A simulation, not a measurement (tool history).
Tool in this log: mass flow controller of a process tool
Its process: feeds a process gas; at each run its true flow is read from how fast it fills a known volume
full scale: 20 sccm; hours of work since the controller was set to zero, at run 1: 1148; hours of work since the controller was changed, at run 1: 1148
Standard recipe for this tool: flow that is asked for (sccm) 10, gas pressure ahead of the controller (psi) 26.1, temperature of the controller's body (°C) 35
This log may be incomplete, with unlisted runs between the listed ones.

| run | hour | flow that is asked for (sccm) | gas pressure ahead of the controller (psi) | temperature of the controller's body (°C) | hours of work since the controller was set to zero | hours of work since the controller was changed | true flow (%) |
|---|---|---|---|---|---|---|---|
| 1 | 0 | 10 | 26.1 | 35 | 1148 | 1148 | 100.67 |
| 2 | 102.3 | 10 | 26.1 | 35 | 1218 | 1218 | 100.52 |
| 3 | 167.7 | 10 | 26.1 | 35 | 1262 | 1262 | 100.29 |
| 4 | 266.2 | 2 | 26.1 | 35 | 1329 | 1329 | 99.67 |
| 5 | 325 | 2 | 26.1 | 35 | 1369 | 1369 | 99.64 |
| 6 | 376.2 | 9 | 26.1 | 35 | 1404 | 1404 | 99.5 |
| 7 | 447.9 | 2 | 26.1 | 35 | 1452 | 1452 | 99.03 |
| 8 | 511.4 | 10 | 26.1 | 35 | 1495 | 1495 | 99.2 |
| 9 | 561 | 10 | 26.1 | 35 | 1529 | 1529 | 98.97 |
| 10 | 605.1 | 10 | 26.1 | 35 | 1559 | 1559 | 98.85 |
| 11 | 673.8 | 10 | 26.1 | 35 | 1605 | 1605 | 98.66 |
| 12 | 760.7 | 10 | 24.1 | 21 | 1664 | 1664 | 97.25 |
| 13 | 868.6 | 8 | 21 | 39 | 1738 | 1738 | 98.64 |
|  | 950.3 | gauge calibrated |
| 14 | 950.3 | 16 | 36.7 | 32 | 1793 | 1793 | 100.2 |
| 15 | 1046.3 | 5 | 24.7 | 36 | 1858 | 1858 | 100.34 |
| 16 | 1149.9 | 14 | 37.6 | 35 | 1928 | 1928 | 99.73 |
| 17 | 1204.5 | 14 | 37.6 | 35 | 1965 | 1965 | 99.56 |
| 18 | 1311.1 | 11 | 27.3 | 24 | 2038 | 2038 | 98.5 |
| 19 | 1416.9 | 11 | 35.2 | 24 | 2109 | 2109 | 97.88 |
| 20 | 1486.6 | 3 | 26.1 | 29 | 2157 | 2157 | 98.2 |
| 21 | 1570.6 | 10 | 31 | 32 | 2214 | 2214 | 98.42 |

Consider 4 possible next runs. They are alternatives, not a sequence: every one starts from the tool as it was left by run 21. What does each give?
| A | 1665.5 | 15 | 31 | 32 | 2278 | 2278 | ? |
| B | 1665.5 | 10 | 26.7 | 35 | 2278 | 2278 | ? |
| C | 1665.5 | 10 | 29.7 | 21 | 2278 | 2278 | ? |
| D | 1665.5 | 10 | 26.1 | 32 | 2278 | 2278 | ? |

| run | true flow (%) |
|---|---|
| A | 98.27 |
| B | 98.63 |
| C | 97 |
| D | 98.16 |
With no hidden state in the tool, these same runs would have given:
| run | true flow (%) |
|---|---|
| A | 100.39 |
| B | 100.75 |
| C | 99.09 |
| D | 100.28 |
